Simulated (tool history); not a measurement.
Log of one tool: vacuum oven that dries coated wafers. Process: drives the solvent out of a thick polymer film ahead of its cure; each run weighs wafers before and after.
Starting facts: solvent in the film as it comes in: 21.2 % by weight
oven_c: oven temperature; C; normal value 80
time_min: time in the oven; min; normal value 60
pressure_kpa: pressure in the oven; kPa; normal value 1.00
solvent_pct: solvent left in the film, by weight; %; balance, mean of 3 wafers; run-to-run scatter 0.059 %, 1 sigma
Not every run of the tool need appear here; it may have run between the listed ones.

run	day	oven_c	time_min	pressure_kpa	solvent_pct
1	0.000	80	60	1.00	3.79
2	1.446	80	30	1.00	7.67
3	3.083	80	43	1.00	5.74
4	4.046	80	43	1.00	5.62
5	5.371	80	43	1.00	5.72
# day 6.383: oven's thermocouples calibrated
6	6.633	80	43	1.00	4.88
7	8.054	80	60	1.00	3.32
8	9.038	89	60	1.00	1.09
9	10.758	89	60	1.00	1.06
10	12.512	80	60	1.00	3.37
11	13.567	80	60	1.00	3.49
12	14.454	80	60	1.00	3.41
13	16.212	80	60	1.03	3.54
14	17.829	80	60	1.03	3.47
15	18.667	78	57	2.14	5.38
16	19.792	78	57	2.14	5.40
# day 19.958: vacuum gauge cleaned of residue and calibrated
17	21.162	69	64	3.75	11.25
18	21.900	71	60	2.99	9.58
# day 22.512: vacuum gauge cleaned of residue and calibrated, once more
19	22.738	71	60	2.99	9.24
20	24.496	80	48	0.71	4.25
21	26.129	82	100	1.88	2.01
22	27.112	90	60	0.59	0.65
23	27.950	89	44	1.37	1.90

What if the next run were any one of these 5? Each begins from the tool's condition after run 23:
A	28.717	72	70	0.82	?
B	28.717	80	71	1.55	?
C	28.717	89	51	1.37	?
D	28.717	68	60	3.38	?
E	28.717	95	44	1.35	?

run	solvent_pct
A	6.10
B	3.09
C	1.52
D	11.28
E	0.82
With no hidden state in the tool, these same runs would have given:
run	solvent_pct
A	5.72
B	2.83
C	1.37
D	10.89
E	0.74

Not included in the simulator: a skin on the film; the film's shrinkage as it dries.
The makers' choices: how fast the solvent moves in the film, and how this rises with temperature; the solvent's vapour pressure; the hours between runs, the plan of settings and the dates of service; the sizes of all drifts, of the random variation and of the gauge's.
